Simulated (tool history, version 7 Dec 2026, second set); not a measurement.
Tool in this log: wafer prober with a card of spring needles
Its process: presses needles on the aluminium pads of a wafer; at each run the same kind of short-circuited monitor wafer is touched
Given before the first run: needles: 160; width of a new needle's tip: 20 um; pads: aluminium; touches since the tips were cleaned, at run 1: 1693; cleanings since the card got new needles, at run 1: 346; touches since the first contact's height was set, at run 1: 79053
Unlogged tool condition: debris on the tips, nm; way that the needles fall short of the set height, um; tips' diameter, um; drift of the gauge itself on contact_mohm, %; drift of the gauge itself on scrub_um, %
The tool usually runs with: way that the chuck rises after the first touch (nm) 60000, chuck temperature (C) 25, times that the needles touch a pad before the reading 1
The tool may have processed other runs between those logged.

| run | hour | way that the chuck rises after the first touch (nm) | chuck temperature (C) | times that the needles touch a pad before the reading | touches since the tips were cleaned | cleanings since the card got new needles | touches since the first contact's height was set | resistance of one needle with its contact and lead (mohm) | way that a needle slides on the pad (nm) |
|---|---|---|---|---|---|---|---|---|---|
| 1 | 0.0 | 60000 | 25 | 1 | 1693 | 346 | 79053 | 222 | 16230 |
|  | 7.5 | tips cleaned on abrasive film |
|  | 17.5 | tips cleaned on abrasive film |
|  | 30.0 | tips cleaned on abrasive film |
|  | 40.0 | tips cleaned on abrasive film |
|  | 52.4 | tips cleaned on abrasive film |
| 2 | 60.5 | 60000 | 25 | 1 | 3213 | 351 | 103092 | 226 | 16040 |
|  | 63.0 | tips cleaned on abrasive film |
|  | 65.8 | height of the first contact set anew |
|  | 75.8 | tips cleaned on abrasive film |
|  | 88.3 | tips cleaned on abrasive film |
|  | 100.7 | tips cleaned on abrasive film |
|  | 113.2 | tips cleaned on abrasive film |
| 3 | 119.8 | 60000 | 25 | 1 | 2645 | 356 | 21489 | 223 | 16120 |
|  | 124.8 | tips cleaned on abrasive film |
|  | 137.3 | tips cleaned on abrasive film |
|  | 149.8 | tips cleaned on abrasive film |
|  | 159.8 | tips cleaned on abrasive film |
|  | 172.2 | tips cleaned on abrasive film |
|  | 184.7 | tips cleaned on abrasive film |
|  | 194.7 | tips cleaned on abrasive film |
|  | 207.2 | tips cleaned on abrasive film |
| 4 | 211.2 | 60000 | 25 | 2 | 1607 | 364 | 57808 | 222 | 16120 |
|  | 218.7 | tips cleaned on abrasive film |
|  | 228.7 | tips cleaned on abrasive film |
|  | 241.2 | tips cleaned on abrasive film |
|  | 253.6 | tips cleaned on abrasive film |
|  | 266.1 | tips cleaned on abrasive film |
|  | 276.1 | tips cleaned on abrasive film |
|  | 288.5 | tips cleaned on abrasive film |
| 5 | 289.9 | 60000 | 25 | 2 | 544 | 371 | 89099 | 224 | 16150 |
|  | 299.9 | tips cleaned on abrasive film |
|  | 312.4 | tips cleaned on abrasive film |
|  | 324.8 | tips cleaned on abrasive film |
|  | 330.1 | height of the first contact set anew |
|  | 337.6 | tips cleaned on abrasive film |
|  | 350.1 | tips cleaned on abrasive film |
|  | 360.1 | tips cleaned on abrasive film |
|  | 372.5 | tips cleaned on abrasive film |
| 6 | 373.3 | 70000 | 25 | 1 | 314 | 378 | 17175 | 219 | 18750 |
|  | 383.3 | tips cleaned on abrasive film |
|  | 393.3 | tips cleaned on abrasive film |
|  | 405.8 | tips cleaned on abrasive film |
|  | 418.2 | tips cleaned on abrasive film |
|  | 430.7 | tips cleaned on abrasive film |
|  | 443.2 | tips cleaned on abrasive film |
|  | 455.1 | tips cleaned on abrasive film |
| 7 | 455.1 | 70000 | 25 | 2 | 0 | 385 | 49700 | 218 | 18700 |
|  | 465.1 | tips cleaned on abrasive film |
|  | 477.6 | tips cleaned on abrasive film |
|  | 490.1 | tips cleaned on abrasive film |
|  | 502.5 | tips cleaned on abrasive film |
|  | 515.0 | tips cleaned on abrasive film |
|  | 525.0 | tips cleaned on abrasive film |
|  | 537.0 | card fitted with new needles |
|  | 549.5 | tips cleaned on abrasive film |
| 8 | 557.7 | 70000 | 25 | 2 | 3304 | 1 | 8262 | 216 | 18630 |
|  | 560.3 | tips cleaned on abrasive film |
|  | 572.7 | tips cleaned on abrasive film |
|  | 585.2 | tips cleaned on abrasive film |
|  | 597.7 | tips cleaned on abrasive film |
|  | 610.1 | tips cleaned on abrasive film |
|  | 622.6 | tips cleaned on abrasive film |
|  | 635.1 | tips cleaned on abrasive film |
|  | 647.5 | tips cleaned on abrasive film |
| 9 | 651.5 | 70000 | 25 | 2 | 1605 | 9 | 45572 | 221 | 18770 |
|  | 659.1 | tips cleaned on abrasive film |
|  | 671.5 | tips cleaned on abrasive film |
|  | 684.0 | tips cleaned on abrasive film |
|  | 696.5 | tips cleaned on abrasive film |
|  | 708.9 | tips cleaned on abrasive film |
|  | 721.4 | tips cleaned on abrasive film |
| 10 | 726.1 | 70000 | 25 | 2 | 1882 | 15 | 75224 | 219 | 18750 |
|  | 733.6 | tips cleaned on abrasive film |
|  | 746.1 | tips cleaned on abrasive film |
|  | 758.5 | tips cleaned on abrasive film |
| 11 | 767.0 | 70000 | 25 | 2 | 3391 | 18 | 91508 | 223 | 18740 |
|  | 769.6 | tips cleaned on abrasive film |
|  | 779.6 | tips cleaned on abrasive film |
|  | 792.0 | tips cleaned on abrasive film |
|  | 802.0 | tips cleaned on abrasive film |
|  | 802.3 | height of the first contact set anew |
|  | 814.8 | tips cleaned on abrasive film |
|  | 824.8 | tips cleaned on abrasive film |
| 12 | 834.6 | 60000 | 33 | 1 | 3932 | 24 | 12858 | 226 | 16100 |
|  | 837.2 | tips cleaned on abrasive film |
|  | 849.6 | tips cleaned on abrasive film |
|  | 862.1 | tips cleaned on abrasive film |
|  | 874.6 | tips cleaned on abrasive film |
|  | 887.0 | tips cleaned on abrasive film |
|  | 899.5 | tips cleaned on abrasive film |
|  | 912.0 | tips cleaned on abrasive film |
| 13 | 919.2 | 77000 | 109 | 1 | 2902 | 31 | 46506 | 239 | 20570 |
|  | 924.3 | tips cleaned on abrasive film |
|  | 936.7 | tips cleaned on abrasive film |
|  | 949.2 | tips cleaned on abrasive film |
|  | 961.7 | tips cleaned on abrasive film |
| 14 | 967.0 | 60000 | 25 | 1 | 2144 | 35 | 65510 | 224 | 15960 |
|  | 972.1 | tips cleaned on abrasive film |
|  | 982.1 | tips cleaned on abrasive film |
|  | 994.5 | tips cleaned on abrasive film |
|  | 1004.5 | tips cleaned on abrasive film |
|  | 1017.0 | tips cleaned on abrasive film |
|  | 1029.4 | tips cleaned on abrasive film |
| 15 | 1035.5 | 51000 | 52 | 2 | 2422 | 41 | 92728 | 230 | 13670 |
|  | 1040.5 | tips cleaned on abrasive film |
|  | 1050.5 | tips cleaned on abrasive film |
|  | 1060.5 | tips cleaned on abrasive film |
|  | 1068.2 | height of the first contact set anew |
|  | 1073.3 | tips cleaned on abrasive film |
|  | 1083.3 | tips cleaned on abrasive film |
|  | 1095.7 | tips cleaned on abrasive film |
|  | 1105.7 | tips cleaned on abrasive film |
| 16 | 1107.5 | 61000 | 102 | 2 | 708 | 48 | 15585 | 238 | 16280 |
|  | 1117.5 | tips cleaned on abrasive film |
|  | 1130.0 | tips cleaned on abrasive film |
|  | 1140.0 | tips cleaned on abrasive film |
|  | 1152.4 | tips cleaned on abrasive film |
|  | 1164.9 | tips cleaned on abrasive film |
| 17 | 1165.8 | 44000 | 25 | 1 | 381 | 53 | 38778 | 228 | 11660 |
|  | 1175.8 | tips cleaned on abrasive film |
|  | 1188.3 | tips cleaned on abrasive film |
|  | 1200.8 | tips cleaned on abrasive film |
|  | 1213.2 | tips cleaned on abrasive film |
|  | 1225.7 | tips cleaned on abrasive film |
|  | 1238.2 | tips cleaned on abrasive film |
| 18 | 1242.7 | 44000 | 25 | 1 | 1793 | 59 | 69334 | 225 | 11670 |
|  | 1250.2 | tips cleaned on abrasive film |
|  | 1262.6 | tips cleaned on abrasive film |
|  | 1275.1 | tips cleaned on abrasive film |
|  | 1287.6 | tips cleaned on abrasive film |
|  | 1300.0 | tips cleaned on abrasive film |
|  | 1312.5 | tips cleaned on abrasive film |
| 19 | 1314.7 | 44000 | 25 | 1 | 895 | 65 | 97999 | 225 | 11690 |
|  | 1324.7 | tips cleaned on abrasive film |
|  | 1332.5 | height of the first contact set anew |
|  | 1337.5 | tips cleaned on abrasive film |
|  | 1347.5 | tips cleaned on abrasive film |
|  | 1360.0 | tips cleaned on abrasive film |
| 20 | 1366.2 | 45000 | 25 | 1 | 2498 | 69 | 13408 | 226 | 11880 |
|  | 1371.2 | tips cleaned on abrasive film |
|  | 1383.7 | tips cleaned on abrasive film |
|  | 1396.2 | tips cleaned on abrasive film |
|  | 1408.6 | tips cleaned on abrasive film |
|  | 1421.1 | tips cleaned on abrasive film |
| 21 | 1424.1 | 53000 | 34 | 2 | 1211 | 74 | 36439 | 221 | 14090 |
|  | 1431.7 | tips cleaned on abrasive film |
|  | 1444.1 | tips cleaned on abrasive film |
|  | 1456.6 | tips cleaned on abrasive film |
|  | 1469.1 | tips cleaned on abrasive film |
|  | 1481.5 | tips cleaned on abrasive film |
|  | 1491.7 | tips cleaned on abrasive film |
| 22 | 1491.7 | 48000 | 25 | 2 | 0 | 80 | 63293 | 224 | 12670 |

What would each run have given without the hidden state, its run-to-run variation left as it was?
| run | way that a needle slides on the pad (nm) |
|---|---|
| 1 | 16240 |
| 2 | 16050 |
| 3 | 16140 |
| 4 | 16150 |
| 5 | 16200 |
| 6 | 18820 |
| 7 | 18780 |
| 8 | 18730 |
| 9 | 18890 |
| 10 | 18890 |
| 11 | 18890 |
| 12 | 16230 |
| 13 | 20760 |
| 14 | 16110 |
| 15 | 13810 |
| 16 | 16450 |
| 17 | 11790 |
| 18 | 11810 |
| 19 | 11850 |
| 20 | 12040 |
| 21 | 14290 |
| 22 | 12850 |
resistance of one needle with its contact and lead (mohm): at most 1 away from the measurement, every run.

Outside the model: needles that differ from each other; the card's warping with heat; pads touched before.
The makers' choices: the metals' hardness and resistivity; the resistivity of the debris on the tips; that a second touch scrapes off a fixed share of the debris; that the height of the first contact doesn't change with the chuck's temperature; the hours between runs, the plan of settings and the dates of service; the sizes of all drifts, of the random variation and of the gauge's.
